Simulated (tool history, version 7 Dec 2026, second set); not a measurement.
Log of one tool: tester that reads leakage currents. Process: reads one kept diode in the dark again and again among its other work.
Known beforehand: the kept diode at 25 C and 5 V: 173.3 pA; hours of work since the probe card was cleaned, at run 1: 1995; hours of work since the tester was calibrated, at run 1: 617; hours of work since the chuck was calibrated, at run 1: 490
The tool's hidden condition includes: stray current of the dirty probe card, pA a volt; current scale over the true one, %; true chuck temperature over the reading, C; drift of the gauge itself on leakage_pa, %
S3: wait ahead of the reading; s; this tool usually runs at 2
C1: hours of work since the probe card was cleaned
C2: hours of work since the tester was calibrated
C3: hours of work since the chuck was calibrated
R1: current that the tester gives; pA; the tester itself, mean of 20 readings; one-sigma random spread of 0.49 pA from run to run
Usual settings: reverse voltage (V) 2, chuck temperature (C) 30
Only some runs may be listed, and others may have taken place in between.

Run 1, hour 0: usual settings; C1 1995; C2 617; C3 490. Result: R1 162.33 pA.
Run 2, hour 156.5: usual settings; C1 2064; C2 686; C3 559. Result: R1 161.58 pA.
Run 3, hour 300.3: usual settings; C1 2128; C2 749; C3 623. Result: R1 161.63 pA.
Run 4, hour 447.8: usual settings; C1 2193; C2 815; C3 688. Result: R1 161.11 pA.
Run 5, hour 562: usual settings; C1 2244; C2 865; C3 739. Result: R1 161.08 pA.
At hour 587.8: chuck's temperature calibrated.
Run 6, hour 671.5: usual settings but S3 1.32 s; C1 2291; C2 913; C3 37. Result: R1 162.16 pA.
Run 7, hour 836.7: usual settings but S3 1.32 s; C1 2364; C2 986; C3 110. Result: R1 161.83 pA.
Run 8, hour 979.9: usual settings but S3 1.28 s; C1 2427; C2 1049; C3 173. Result: R1 161.79 pA.
Run 9, hour 1122.4: usual settings but S3 1.28 s; C1 2490; C2 1112; C3 236. Result: R1 162.71 pA.
Run 10, hour 1252.8: usual settings but S3 1.28 s; C1 2548; C2 1170; C3 294. Result: R1 162.24 pA.
Run 11, hour 1388.5: usual settings; C1 2608; C2 1230; C3 354. Result: R1 161.42 pA.
Run 12, hour 1514.1: usual settings; C1 2664; C2 1285; C3 409. Result: R1 161.19 pA.
Run 13, hour 1588.6: usual settings; C1 2696; C2 1318; C3 442. Result: R1 161.58 pA.
Run 14, hour 1696.7: usual settings but reverse voltage (V) 6.36; C1 2744; C2 1366; C3 490. Result: R1 311.02 pA.
Run 15, hour 1820: usual settings but reverse voltage (V) 6.36; C1 2799; C2 1420; C3 545. Result: R1 310.57 pA.
Run 16, hour 1953.5: usual settings but reverse voltage (V) 2.74; C1 2858; C2 1479; C3 604. Result: R1 194.1 pA.
Run 17, hour 2073.6: usual settings but reverse voltage (V) 2.74; C1 2911; C2 1532; C3 657. Result: R1 192.46 pA.
Run 18, hour 2236.4: usual settings but reverse voltage (V) 2.74; C1 2983; C2 1604; C3 729. Result: R1 193.22 pA.
At hour 2292.9: chuck's temperature calibrated.
Run 19, hour 2347.2: usual settings; C1 3031; C2 1652; C3 24. Result: R1 161.91 pA.
Run 20, hour 2465.8: usual settings but reverse voltage (V) 9.37, S3 1.83 s; C1 3083; C2 1705; C3 76. Result: R1 387.85 pA.
Run 21, hour 2616.8: usual settings but reverse voltage (V) 12.93, chuck temperature (C) 28, S3 0.38 s; C1 3150; C2 1772; C3 143. Result: R1 399.25 pA.
Run 22, hour 2692.1: usual settings but reverse voltage (V) 12.93, chuck temperature (C) 28, S3 0.38 s; C1 3183; C2 1805; C3 176. Result: R1 400.84 pA.
At hour 2755.5: probe card cleaned and baked.
Run 23, hour 2853.5: usual settings but reverse voltage (V) 10.13, chuck temperature (C) 28, S3 3.1 s; C1 43; C2 1875; C3 246. Result: R1 341.32 pA.
Run 24, hour 2971: usual settings but reverse voltage (V) 10.13, chuck temperature (C) 56, S3 3.4 s; C1 95; C2 1927; C3 298. Result: R1 3288.01 pA.
Run 25, hour 3071.7: usual settings but reverse voltage (V) 10.13, chuck temperature (C) 56, S3 3.4 s; C1 140; C2 1971; C3 343. Result: R1 3278.97 pA.
Run 26, hour 3213.2: usual settings but reverse voltage (V) 10.13, chuck temperature (C) 27, S3 3.4 s; C1 202; C2 2034; C3 405. Result: R1 310.83 pA.
Run 27, hour 3317.4: usual settings but reverse voltage (V) 10.13, chuck temperature (C) 33, S3 9.58 s; C1 248; C2 2080; C3 452. Result: R1 522.18 pA.
Run 28, hour 3414.7: usual settings but reverse voltage (V) 10.13, chuck temperature (C) 33, S3 9.58 s; C1 291; C2 2123; C3 495. Result: R1 523.4 pA.
Run 29, hour 3544.6: usual settings but reverse voltage (V) 19.47, chuck temperature (C) 26, S3 1.27 s; C1 349; C2 2180; C3 552. Result: R1 416.4 pA.
Run 30, hour 3676.6: usual settings but reverse voltage (V) 2.17, chuck temperature (C) 38, S3 2.85 s; C1 407; C2 2239; C3 610. Result: R1 333.93 pA.
Run 31, hour 3746.7: usual settings but reverse voltage (V) 3.35, chuck temperature (C) 38, S3 1.05 s; C1 438; C2 2270; C3 641. Result: R1 427.19 pA.
Run 32, hour 3873.4: usual settings but reverse voltage (V) 3.35, chuck temperature (C) 38, S3 1.05 s; C1 494; C2 2326; C3 697. Result: R1 425.91 pA.
Run 33, hour 3971.9: usual settings but reverse voltage (V) 3.35, chuck temperature (C) 38, S3 1.05 s; C1 538; C2 2369; C3 741. Result: R1 427.18 pA.
At hour 3986.6: chuck's temperature calibrated.
Run 34, hour 4060.6: usual settings but reverse voltage (V) 1.55, S3 0.66 s; C1 576; C2 2408; C3 33. Result: R1 141.11 pA.
Run 35, hour 4135.2: usual settings but reverse voltage (V) 10.21, chuck temperature (C) 27, S3 1.84 s; C1 609; C2 2441; C3 66. Result: R1 312.67 pA.
Run 36, hour 4242.4: usual settings but reverse voltage (V) 10.21, chuck temperature (C) 27, S3 1.84 s; C1 656; C2 2488; C3 113. Result: R1 313.17 pA.
Run 37, hour 4354.1: usual settings but reverse voltage (V) 9.61, chuck temperature (C) 25, S3 9.68 s; C1 706; C2 2537; C3 162. Result: R1 251.21 pA.
Run 38, hour 4472.2: usual settings but reverse voltage (V) 5.03, chuck temperature (C) 25; C1 758; C2 2590; C3 215. Result: R1 175.2 pA.

Alternative continuations, all from the tool just after run 38; predict every row:
Run A, hour 4574.9: usual settings but chuck temperature (C) 24, S3 0.78 s; C1 803; C2 2635; C3 260. Result: R1 ?.
Run B, hour 4574.9: usual settings but reverse voltage (V) 1.79, chuck temperature (C) 33, S3 1.03 s; C1 803; C2 2635; C3 260. Result: R1 ?.
Run C, hour 4574.9: usual settings but reverse voltage (V) 4.34, chuck temperature (C) 32, S3 4.77 s; C1 803; C2 2635; C3 260. Result: R1 ?.
Run D, hour 4574.9: usual settings but reverse voltage (V) 8.28, chuck temperature (C) 25; C1 803; C2 2635; C3 260. Result: R1 ?.

run      R1
  A   95.24
  B  197.34
  C   296.8
  D  232.46
Without the tool's unlogged condition, the same runs would have read:
run      R1
  A   95.19
  B  197.26
  C  296.67
  D  232.32

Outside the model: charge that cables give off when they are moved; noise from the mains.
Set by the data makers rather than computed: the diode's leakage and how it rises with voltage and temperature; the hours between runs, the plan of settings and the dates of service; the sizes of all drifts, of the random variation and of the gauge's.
